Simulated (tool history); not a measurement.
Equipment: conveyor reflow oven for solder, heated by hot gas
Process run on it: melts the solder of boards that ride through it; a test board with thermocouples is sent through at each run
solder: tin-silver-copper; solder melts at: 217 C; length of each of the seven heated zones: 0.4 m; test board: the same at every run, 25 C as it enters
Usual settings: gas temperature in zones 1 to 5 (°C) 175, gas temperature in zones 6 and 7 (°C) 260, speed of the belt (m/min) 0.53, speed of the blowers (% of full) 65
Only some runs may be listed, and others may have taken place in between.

run	hour	gas temperature in zones 1 to 5 (°C)	gas temperature in zones 6 and 7 (°C)	speed of the belt (m/min)	speed of the blowers (% of full)	highest temperature of the board (°C)	time above the solder's melting point (s)
1	0	175	260	0.53	65	247.6	64
2	68.1	175	260	0.508	65	248.8	69.1
3	103.8	175	260	0.508	65	247.8	68.9
4	141.4	162	260	0.508	65	246	60.5
5	175.7	175	260	0.53	54	244.7	61.2
6	245.1	175	260	0.53	54	245.2	61.4
7	321.6	175	260	0.53	54	244.6	60.6
# hour 339.3: flux residue cleaned out of gas plates and filters
8	382.5	175	260	0.53	54	245.5	61.8
9	451.8	161	260	0.53	54	242.8	53.2
10	510.4	186	260	0.53	54	248	69.9
11	556.2	186	260	0.53	54	247.8	69.7
12	602	175	260	0.53	80	249.2	67.3
13	642.7	175	260	0.6	65	243.3	51.5
# hour 677.2: belt drive overhauled, speed set with a stopwatch
14	689.1	175	260	0.6	65	242.7	49.6
# hour 751.8: flux residue cleaned out of gas plates and filters
15	751.8	175	260	0.6	65	243.9	52.1
16	818.1	175	260	0.6	65	244.1	51.2
17	857	176	260	0.544	65	246.8	61.8
18	936.2	176	260	0.544	65	246.6	62.1
19	983	176	260	0.432	69	253.5	88.6
20	1058.7	176	260	0.432	69	253.4	87.7
21	1121.4	185	260	0.432	65	253.9	93.1
# hour 1159.1: flux residue cleaned out of gas plates and filters
# hour 1189.2: thermocouples of zones 6 and 7 changed
22	1207.1	163	273	0.494	81	260	76.1
23	1252.2	174	258	0.53	57	242.4	57.9
24	1289.2	174	258	0.53	57	242.3	57.5
25	1353.4	174	271	0.53	62	254.1	69.6
26	1394.3	161	260	0.53	65	242.3	53.6
27	1442.8	162	248	0.53	69	233.1	41.1
28	1516.7	162	248	0.53	69	232.8	41.3
# hour 1567.6: flux residue cleaned out of gas plates and filters
29	1572.4	162	248	0.457	69	238	59.4

Forecast each of these 4 alternatives for the next run:
A	1633.7	175	260	0.53	65	?	?
B	1633.7	170	249	0.53	65	?	?
C	1633.7	175	258	0.53	65	?	?
D	1633.7	174	274	0.513	65	?	?

run	highest temperature of the board (°C)	time above the solder's melting point (s)
A	245.7	63.3
B	235.9	48.3
C	244.1	61.2
D	259.4	76.1
Had the tool no hidden state, the same runs would have come out as:
run	highest temperature of the board (°C)	time above the solder's melting point (s)
A	245.3	62.8
B	235.5	47.7
C	243.7	60.6
D	259	75.7

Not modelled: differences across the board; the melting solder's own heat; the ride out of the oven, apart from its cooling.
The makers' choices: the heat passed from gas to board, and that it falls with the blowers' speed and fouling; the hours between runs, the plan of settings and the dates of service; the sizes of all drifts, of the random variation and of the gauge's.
